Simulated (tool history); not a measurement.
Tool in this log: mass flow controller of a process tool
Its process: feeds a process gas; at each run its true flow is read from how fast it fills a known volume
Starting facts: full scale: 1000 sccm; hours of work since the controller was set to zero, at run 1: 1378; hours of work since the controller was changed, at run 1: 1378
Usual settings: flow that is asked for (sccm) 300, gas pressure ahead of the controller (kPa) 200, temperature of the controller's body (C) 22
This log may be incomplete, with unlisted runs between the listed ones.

run	hour	flow that is asked for (sccm)	gas pressure ahead of the controller (kPa)	temperature of the controller's body (C)	hours of work since the controller was set to zero	hours of work since the controller was changed	true flow (%)
1	0.0	300	200	22	1378	1378	98.68
2	92.5	300	200	22	1441	1441	98.87
3	174.5	300	200	22	1496	1496	98.65
4	297.3	455	200	22	1579	1579	99.22
5	385.1	300	200	21	1639	1639	98.90
6	471.2	300	200	22	1697	1697	98.91
7	555.1	300	173	22	1754	1754	98.84
8	659.7	300	173	22	1824	1824	98.89
9	754.4	300	173	22	1889	1889	99.05
10	854.8	300	144	22	1956	1956	98.82
11	991.0	300	144	22	2049	2049	99.04
12	1105.3	300	144	29	2126	2126	98.69
13	1231.8	300	144	29	2212	2212	98.74
14	1326.1	300	200	22	2275	2275	99.34
15	1392.9	300	200	22	2321	2321	99.51
16	1486.6	300	200	22	2384	2384	99.49
17	1597.8	300	200	22	2459	2459	99.42
18	1689.6	300	200	22	2521	2521	99.66
19	1776.0	300	200	22	2580	2580	99.70
20	1883.2	300	200	22	2652	2652	99.59
21	1992.1	300	200	22	2726	2726	99.56
22	2078.2	357	200	22	2784	2784	99.99
23	2179.9	357	200	22	2853	2853	99.74
24	2282.2	297	193	22	2922	2922	99.96
# hour 2365.8: gauge calibrated
25	2414.8	117	210	28	3012	3012	98.34
26	2540.8	117	210	28	3097	3097	98.24
27	2665.7	541	200	23	3182	3182	99.24
28	2790.4	541	200	23	3266	3266	99.46
29	2846.2	541	200	23	3304	3304	99.47
30	2908.4	176	204	31	3346	3346	98.61
31	3046.6	216	204	23	3439	3439	98.84
32	3166.1	646	189	21	3520	3520	99.77
33	3301.2	646	189	20	3612	3612	99.92
34	3422.7	646	189	20	3694	3694	99.84
35	3553.8	300	170	22	3782	3782	99.16
36	3629.1	725	176	24	3833	3833	100.08
37	3741.7	725	176	24	3910	3910	100.16
38	3804.0	725	176	24	3952	3952	100.10
39	3899.2	632	200	31	4016	4016	99.88
40	4037.7	164	180	31	4110	4110	98.94
41	4174.8	300	200	27	4203	4203	99.46
42	4310.0	300	200	27	4294	4294	99.26
43	4421.6	300	200	27	4370	4370	99.62
44	4516.3	272	242	21	4434	4434	100.00
45	4628.2	272	242	21	4509	4509	100.06

Here are 5 independent what-if runs from the current tool condition. What would each one return?
A	4690.1	458	203	24	4551	4551	?
B	4690.1	543	200	33	4551	4551	?
C	4690.1	114	149	21	4551	4551	?
D	4690.1	351	155	36	4551	4551	?
E	4690.1	272	242	25	4551	4551	?

run	true flow (%)
A	100.19
B	100.07
C	99.30
D	99.36
E	99.88
Stripped of hidden state, with their random variation kept, the same runs would have yielded:
run	true flow (%)
A	99.05
B	98.92
C	98.18
D	98.23
E	98.75
